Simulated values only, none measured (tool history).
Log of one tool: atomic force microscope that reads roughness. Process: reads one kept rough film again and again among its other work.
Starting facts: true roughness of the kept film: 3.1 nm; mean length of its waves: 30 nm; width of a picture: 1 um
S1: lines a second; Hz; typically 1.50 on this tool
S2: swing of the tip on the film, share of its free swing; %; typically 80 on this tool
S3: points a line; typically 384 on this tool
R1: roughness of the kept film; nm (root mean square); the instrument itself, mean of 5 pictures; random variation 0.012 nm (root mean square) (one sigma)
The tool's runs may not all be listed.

{"run": 1, "hour": 0.0, "S1": 1.5, "S2": 80, "S3": 384, "R1": 2.725}
{"run": 2, "hour": 24.2, "S1": 1.5, "S2": 80, "S3": 384, "R1": 2.691}
{"run": 3, "hour": 48.5, "S1": 1.5, "S2": 55, "S3": 384, "R1": 2.742}
{"run": 4, "hour": 64.1, "S1": 1.5, "S2": 80, "S3": 384, "R1": 2.652}
{"run": 5, "hour": 80.1, "S1": 1.5, "S2": 80, "S3": 384, "R1": 2.612}
{"run": 6, "hour": 98.5, "S1": 1.5, "S2": 55, "S3": 384, "R1": 2.714}
{"run": 7, "hour": 111.0, "S1": 1.5, "S2": 55, "S3": 384, "R1": 2.696}
{"run": 8, "hour": 124.9, "S1": 1.5, "S2": 80, "S3": 444, "R1": 2.603}
{"run": 9, "hour": 146.7, "S1": 0.72, "S2": 80, "S3": 444, "R1": 2.644}
{"run": 10, "hour": 168.8, "S1": 1.5, "S2": 80, "S3": 384, "R1": 2.544}
{"run": 11, "hour": 180.2, "S1": 1.5, "S2": 56, "S3": 384, "R1": 2.86}
{"run": 12, "hour": 196.9, "S1": 1.5, "S2": 56, "S3": 384, "R1": 2.829}
{"run": 13, "hour": 212.7, "S1": 1.5, "S2": 80, "S3": 384, "R1": 2.733}
{"run": 14, "hour": 224.1, "S1": 1.5, "S2": 76, "S3": 935, "R1": 2.763}
{"run": 15, "hour": 243.0, "S1": 0.6, "S2": 83, "S3": 384, "R1": 2.756}
{"run": 16, "hour": 255.5, "S1": 0.6, "S2": 90, "S3": 312, "R1": 2.742}
{"run": 17, "hour": 280.9, "S1": 0.6, "S2": 90, "S3": 312, "R1": 2.705}
{"run": 18, "hour": 300.6, "S1": 0.6, "S2": 90, "S3": 312, "R1": 2.683}
{"run": 19, "hour": 315.9, "S1": 0.6, "S2": 85, "S3": 311, "R1": 2.667}
{"run": 20, "hour": 335.6, "S1": 1.01, "S2": 59, "S3": 388, "R1": 2.707}
{"run": 21, "hour": 361.0, "S1": 0.61, "S2": 80, "S3": 293, "R1": 2.655}
{"run": 22, "hour": 373.1, "S1": 1.08, "S2": 88, "S3": 263, "R1": 2.584}
{"run": 23, "hour": 384.7, "S1": 1.08, "S2": 88, "S3": 263, "R1": 2.548}
{"run": 24, "hour": 403.7, "S1": 0.57, "S2": 73, "S3": 263, "R1": 2.626}
{"run": 25, "hour": 422.4, "S1": 0.57, "S2": 59, "S3": 434, "R1": 2.868}
{"run": 26, "hour": 447.2, "S1": 0.7, "S2": 80, "S3": 548, "R1": 2.812}

Taken out of this log: 2 entries between the listed runs. Where each belongs, and how the hidden state differs across it:
Runs 10 to 11: new tip fitted (hour 179.4)
  radius of the tip, nm: 11.7 -> 5.2
  the result without the hidden state subtracted from the measured one, R1: -0.205 -> +0.004 nm (root mean square)
Runs 24 to 25: new tip fitted (hour 415.4)
  radius of the tip, nm: 11.4 -> 5.2; height scale over the true one, %: 0.51 -> 0.52
  the result without the hidden state subtracted from the measured one, R1: -0.201 -> +0.007 nm (root mean square)
